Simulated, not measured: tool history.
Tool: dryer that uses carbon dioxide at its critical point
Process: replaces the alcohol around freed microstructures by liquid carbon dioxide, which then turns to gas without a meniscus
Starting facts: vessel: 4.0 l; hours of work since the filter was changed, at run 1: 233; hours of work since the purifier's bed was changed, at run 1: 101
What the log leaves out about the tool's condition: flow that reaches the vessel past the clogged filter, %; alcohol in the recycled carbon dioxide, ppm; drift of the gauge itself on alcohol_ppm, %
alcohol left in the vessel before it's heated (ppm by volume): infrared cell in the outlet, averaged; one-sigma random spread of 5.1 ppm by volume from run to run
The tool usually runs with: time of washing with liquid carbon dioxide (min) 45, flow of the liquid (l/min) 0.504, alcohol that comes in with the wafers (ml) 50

run   hour  time of washing with liquid carbon dioxide (min)  flow of the liquid (l/min)  alcohol that comes in with the wafers (ml)  hours of work since the filter was changed  hours of work since the purifier's bed was changed  alcohol left in the vessel before it's heated (ppm by volume)
  1      0                                                45                       0.504                                          50                                         233                                                 101                                                            155
      41.5  -- inlet filter changed
  2   62.1                                                45                       0.504                                          50                                          11                                                 133                                                            100
  3  106.3                                                45                       0.504                                          50                                          34                                                 156                                                            113
  4  165.9                                                45                       0.504                                          50                                          65                                                 187                                                            121
  5  217.6                                                45                       0.504                                          50                                          93                                                 215                                                            133
  6  257.5                                                45                       0.504                                          50                                         114                                                 236                                                            149
  7  303.7                                                45                       0.504                                          50                                         138                                                 260                                                            174
  8  333.8                                                45                       0.706                                          50                                         154                                                 276                                                            102
  9  361.4                                                53                       0.706                                          50                                         168                                                 290                                                             96
 10  400.1                                                41                       0.311                                          50                                         189                                                 311                                                            822
 11  465.6                                                53                       0.504                                         119                                         223                                                 345                                                            218
 12    515                                                53                       0.504                                         119                                         249                                                 371                                                            235
     527.5  -- inlet filter changed
 13  581.2                                                63                       0.504                                          25                                          28                                                 405                                                            134
 14  643.3                                                63                       0.504                                          25                                          61                                                 438                                                            143

For run 15, what comes out?
 15  691.7                                                63                       0.504                                          25                                          86                                                 463                                                              ?

Run 15 came out at alcohol left in the vessel before it's heated (ppm by volume) 149.
Had the tool carried no hidden state, the very same run would have given alcohol left in the vessel before it's heated (ppm by volume) 4.
